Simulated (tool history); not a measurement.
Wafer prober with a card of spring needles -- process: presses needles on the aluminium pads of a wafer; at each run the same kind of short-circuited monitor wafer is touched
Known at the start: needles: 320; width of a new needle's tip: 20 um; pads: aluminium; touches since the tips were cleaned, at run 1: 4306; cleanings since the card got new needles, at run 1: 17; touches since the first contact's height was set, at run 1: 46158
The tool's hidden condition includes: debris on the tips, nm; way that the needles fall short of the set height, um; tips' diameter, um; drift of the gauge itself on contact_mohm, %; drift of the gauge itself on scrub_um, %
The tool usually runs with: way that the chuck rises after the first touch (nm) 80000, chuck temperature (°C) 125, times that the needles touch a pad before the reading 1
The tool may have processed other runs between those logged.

run	hour	way that the chuck rises after the first touch (nm)	chuck temperature (°C)	times that the needles touch a pad before the reading	touches since the tips were cleaned	cleanings since the card got new needles	touches since the first contact's height was set	resistance of one needle with its contact and lead (mohm)	way that a needle slides on the pad (nm)
1	0.0	80000	125	1	4306	17	46158	270	10960
2	5.9	80000	28	1	6524	17	48376	247	10950
# hour 6.7: tips cleaned on abrasive film
3	13.0	80000	117	1	2342	18	50989	272	10960
4	23.9	75000	125	1	6451	18	55098	276	10250
# hour 24.9: tips cleaned on abrasive film
# hour 27.0: tips cleaned on abrasive film, once more
5	31.7	64000	125	1	1755	20	57947	259	8730
6	41.7	64000	125	1	5516	20	61708	282	8720
# hour 45.5: tips cleaned on abrasive film
7	47.3	64000	125	1	675	21	63773	253	8720
8	57.7	64000	125	3	4588	21	67686	256	8740
9	62.3	80000	125	1	6339	21	69437	272	10950
# hour 63.4: tips cleaned on abrasive film
10	73.0	80000	125	1	3600	22	73395	262	10900
11	79.9	80000	125	1	6195	22	75990	272	10940
# hour 81.7: tips cleaned on abrasive film
12	89.5	80000	125	1	2919	23	79559	258	10880
13	98.6	80000	125	1	6352	23	82992	272	10900
# hour 99.7: tips cleaned on abrasive film
14	108.1	80000	125	1	3172	24	86533	261	10890
# hour 112.1: height of the first contact set anew
15	114.7	85000	125	1	5543	24	995	262	11690
# hour 118.1: tips cleaned on abrasive film
16	119.5	85000	125	1	534	25	2759	253	11680
17	126.0	85000	125	1	2980	25	5205	261	11680
18	131.8	93000	29	3	5148	25	7373	226	12800
# hour 136.4: tips cleaned on abrasive film
19	143.2	93000	29	3	2530	26	11605	225	12770
20	148.9	82000	62	2	4670	26	13745	241	11250
# hour 154.7: tips cleaned on abrasive film
21	154.7	82000	62	2	0	27	15891	230	11260
22	163.1	82000	62	2	3169	27	19060	239	11230
23	171.1	75000	125	2	6187	27	22078	257	10290
# hour 172.9: tips cleaned on abrasive film
24	177.3	75000	125	2	1640	28	24357	250	10260
25	185.3	75000	125	2	4638	28	27355	259	10270
# hour 191.2: tips cleaned on abrasive film
26	195.0	75000	125	2	1420	29	30951	249	10280
27	200.5	89000	82	1	3515	29	33046	246	12180
28	206.5	64000	32	1	5744	29	35275	266	8760
# hour 209.3: tips cleaned on abrasive film
29	216.1	64000	32	1	2538	30	38856	249	8770
30	221.3	64000	32	1	4496	30	40814	264	8750
31	226.2	66000	114	3	6341	30	42659	257	9050
# hour 227.6: tips cleaned on abrasive film
32	231.4	83000	28	1	1440	31	44574	235	11380
33	239.1	83000	28	1	4343	31	47477	246	11370

Hidden state at the last listed run before each entry between runs and at the first one after, where it differs:
From run 2 to run 3: tips cleaned on abrasive film (hour 6.7)
  debris on the tips, nm: 117.4 -> 152.6; way that the needles fall short of the set height, um: 0.35 -> 0.4; tips' diameter, um: 20.36 -> 20.49
  measured result minus the result with no hidden state, resistance of one needle with its contact and lead (mohm): +32 -> +36; way that a needle slides on the pad (nm): -50 -> -60
From run 4 to run 5: tips cleaned on abrasive film (hour 24.9); tips cleaned on abrasive film, once more (hour 27.0)
  debris on the tips, nm: 136.9 -> 55; way that the needles fall short of the set height, um: 0.4 -> 0.51; tips' diameter, um: 20.49 -> 20.53
  measured result minus the result with no hidden state, resistance of one needle with its contact and lead (mohm): +36 -> +19; way that a needle slides on the pad (nm): -50 -> -70
From run 6 to run 7: tips cleaned on abrasive film (hour 45.5)
  debris on the tips, nm: 106.7 -> 28.4; way that the needles fall short of the set height, um: 0.51 -> 0.56; tips' diameter, um: 20.53 -> 20.55
  measured result minus the result with no hidden state, resistance of one needle with its contact and lead (mohm): +37 -> +10; way that a needle slides on the pad (nm): -70 -> -70
From run 9 to run 10: tips cleaned on abrasive film (hour 63.4)
  debris on the tips, nm: 113 -> 87.6; way that the needles fall short of the set height, um: 0.56 -> 0.63; tips' diameter, um: 20.55 -> 20.57
  measured result minus the result with no hidden state, resistance of one needle with its contact and lead (mohm): +27 -> +22; way that a needle slides on the pad (nm): -80 -> -90
From run 11 to run 12: tips cleaned on abrasive film (hour 81.7)
  debris on the tips, nm: 110.1 -> 83.1; way that the needles fall short of the set height, um: 0.63 -> 0.71; tips' diameter, um: 20.57 -> 20.6
  measured result minus the result with no hidden state, resistance of one needle with its contact and lead (mohm): +28 -> +20; way that a needle slides on the pad (nm): -80 -> -100
From run 13 to run 14: tips cleaned on abrasive film (hour 99.7)
  debris on the tips, nm: 115 -> 85.4; way that the needles fall short of the set height, um: 0.71 -> 0.78; tips' diameter, um: 20.6 -> 20.62
  measured result minus the result with no hidden state, resistance of one needle with its contact and lead (mohm): +28 -> +21; way that a needle slides on the pad (nm): -90 -> -110
From run 14 to run 15: height of the first contact set anew (hour 112.1)
  debris on the tips, nm: 85.4 -> 108.5; way that the needles fall short of the set height, um: 0.78 -> 0
  measured result minus the result with no hidden state, resistance of one needle with its contact and lead (mohm): +21 -> +23; way that a needle slides on the pad (nm): -110 -> +0
From run 15 to run 16: tips cleaned on abrasive film (hour 118.1)
  debris on the tips, nm: 108.5 -> 32; way that the needles fall short of the set height, um: 0 -> 0.05; tips' diameter, um: 20.62 -> 20.64
  measured result minus the result with no hidden state, resistance of one needle with its contact and lead (mohm): +23 -> +8; way that a needle slides on the pad (nm): +0 -> +0
From run 18 to run 19: tips cleaned on abrasive film (hour 136.4)
  debris on the tips, nm: 107.4 -> 73.9; way that the needles fall short of the set height, um: 0.05 -> 0.12; tips' diameter, um: 20.64 -> 20.66
  measured result minus the result with no hidden state, resistance of one needle with its contact and lead (mohm): +8 -> +6; way that a needle slides on the pad (nm): -10 -> -10
From run 20 to run 21: tips cleaned on abrasive film (hour 154.7)
  debris on the tips, nm: 101.5 -> 11.5; way that the needles fall short of the set height, um: 0.12 -> 0.16; tips' diameter, um: 20.66 -> 20.68
  measured result minus the result with no hidden state, resistance of one needle with its contact and lead (mohm): +15 -> +2; way that a needle slides on the pad (nm): -20 -> -20
From run 23 to run 24: tips cleaned on abrasive film (hour 172.9)
  debris on the tips, nm: 112.1 -> 59.6; way that the needles fall short of the set height, um: 0.16 -> 0.21; tips' diameter, um: 20.68 -> 20.7
  measured result minus the result with no hidden state, resistance of one needle with its contact and lead (mohm): +18 -> +10; way that a needle slides on the pad (nm): -30 -> -30
From run 25 to run 26: tips cleaned on abrasive film (hour 191.2)
  debris on the tips, nm: 101.2 -> 51.6; way that the needles fall short of the set height, um: 0.21 -> 0.27; tips' diameter, um: 20.7 -> 20.72
  measured result minus the result with no hidden state, resistance of one needle with its contact and lead (mohm): +16 -> +8; way that a needle slides on the pad (nm): -30 -> -40
From run 28 to run 29: tips cleaned on abrasive film (hour 209.3)
  debris on the tips, nm: 110.6 -> 74.5; way that the needles fall short of the set height, um: 0.27 -> 0.34; tips' diameter, um: 20.72 -> 20.74
  measured result minus the result with no hidden state, resistance of one needle with its contact and lead (mohm): +45 -> +30; way that a needle slides on the pad (nm): -40 -> -40
From run 31 to run 32: tips cleaned on abrasive film (hour 227.6)
  debris on the tips, nm: 112.5 -> 52.5; way that the needles fall short of the set height, um: 0.34 -> 0.42; tips' diameter, um: 20.74 -> 20.77
  measured result minus the result with no hidden state, resistance of one needle with its contact and lead (mohm): +14 -> +14; way that a needle slides on the pad (nm): -40 -> -60
